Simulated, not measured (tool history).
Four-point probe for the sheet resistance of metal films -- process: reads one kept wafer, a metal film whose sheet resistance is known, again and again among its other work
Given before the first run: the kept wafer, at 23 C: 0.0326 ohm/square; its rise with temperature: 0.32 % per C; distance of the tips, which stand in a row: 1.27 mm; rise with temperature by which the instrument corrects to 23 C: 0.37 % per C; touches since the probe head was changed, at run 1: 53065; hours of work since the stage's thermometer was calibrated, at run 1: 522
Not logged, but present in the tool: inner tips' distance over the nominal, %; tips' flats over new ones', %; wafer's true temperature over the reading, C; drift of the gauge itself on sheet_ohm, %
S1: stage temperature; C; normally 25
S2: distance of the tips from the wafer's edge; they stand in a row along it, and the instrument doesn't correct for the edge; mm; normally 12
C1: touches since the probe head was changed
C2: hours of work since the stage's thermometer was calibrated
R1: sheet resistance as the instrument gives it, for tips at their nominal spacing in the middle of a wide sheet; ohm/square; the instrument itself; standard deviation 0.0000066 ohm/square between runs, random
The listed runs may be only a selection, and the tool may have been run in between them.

run	hour	S1	S2	C1	C2	R1
1	0.0	25	12	53065	522	0.032958
2	17.4	25	24	53731	534	0.032819
3	33.2	25	12	54338	544	0.032963
4	55.4	25	12	55190	559	0.032958
5	74.8	25	12	55935	572	0.032955
6	94.8	32	12	56702	585	0.032872
7	113.3	25	29	57413	598	0.032807
8	128.2	25	29	57985	608	0.032818
9	142.1	25	12	58518	617	0.032975
10	161.6	25	12	59266	630	0.032975
# hour 163.9: stage's thermometer calibrated
11	177.1	25	12	59842	9	0.032995
12	195.3	25	12	60540	21	0.032986
13	215.9	19	40	61333	35	0.032905
14	236.5	19	4	62122	49	0.034575
15	258.8	19	4	62979	64	0.034577
16	283.3	22	15	63919	80	0.032967
17	299.3	20	14	64531	91	0.033029
# hour 311.9: stage's thermometer calibrated, once more
18	313.1	20	28	65041	1	0.032899
19	337.4	20	28	65974	17	0.032897
20	359.8	25	15	66833	32	0.032908
21	380.9	28	14	67645	46	0.032889
22	397.2	18	11	68271	57	0.033136
23	412.6	18	11	68861	67	0.033140

3 ways to go on from here, each from the tool as it stands after run 23. What would each give?
A	426.7	19	66	69402	77	?
B	426.7	20	6	69402	77	?
C	426.7	18	4	69402	77	?

run	R1
A	0.032909
B	0.033650
C	0.034586
Without the tool's hidden state the same runs would have given:
run	R1
A	0.032680
B	0.033417
C	0.034346
